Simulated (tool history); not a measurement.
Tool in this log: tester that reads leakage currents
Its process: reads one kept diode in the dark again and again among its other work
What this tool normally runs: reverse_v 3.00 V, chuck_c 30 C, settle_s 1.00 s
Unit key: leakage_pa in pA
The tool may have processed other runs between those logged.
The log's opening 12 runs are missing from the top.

run	hour	reverse_v	chuck_c	settle_s	hours of work since the probe card was cleaned	hours of work since the tester was calibrated	hours of work since the chuck was calibrated	leakage_pa
13	359.6	7.15	30	7.25	678	749	426	334.58
14	392.6	7.15	26	7.25	700	771	448	241.83
15	433.4	7.15	26	7.25	726	797	474	241.29
16	461.0	3.00	55	1.00	744	815	492	1600.39
17	485.1	3.00	55	1.00	759	830	507	1592.32
18	509.7	3.00	30	1.00	775	846	523	225.21
19	549.0	5.78	30	1.00	800	871	548	309.63
20	586.0	5.78	30	1.17	824	895	572	310.43
21	609.6	5.78	30	1.17	839	910	587	311.12

What will run 22 give?
22	628.1	1.10	30	0.56	851	922	599	?

{"run 22": {"leakage_pa": 142.21}}
Take away the tool's hidden state, keep the run-to-run variation as it was, and the same run would have given leakage_pa 133.51 pA.

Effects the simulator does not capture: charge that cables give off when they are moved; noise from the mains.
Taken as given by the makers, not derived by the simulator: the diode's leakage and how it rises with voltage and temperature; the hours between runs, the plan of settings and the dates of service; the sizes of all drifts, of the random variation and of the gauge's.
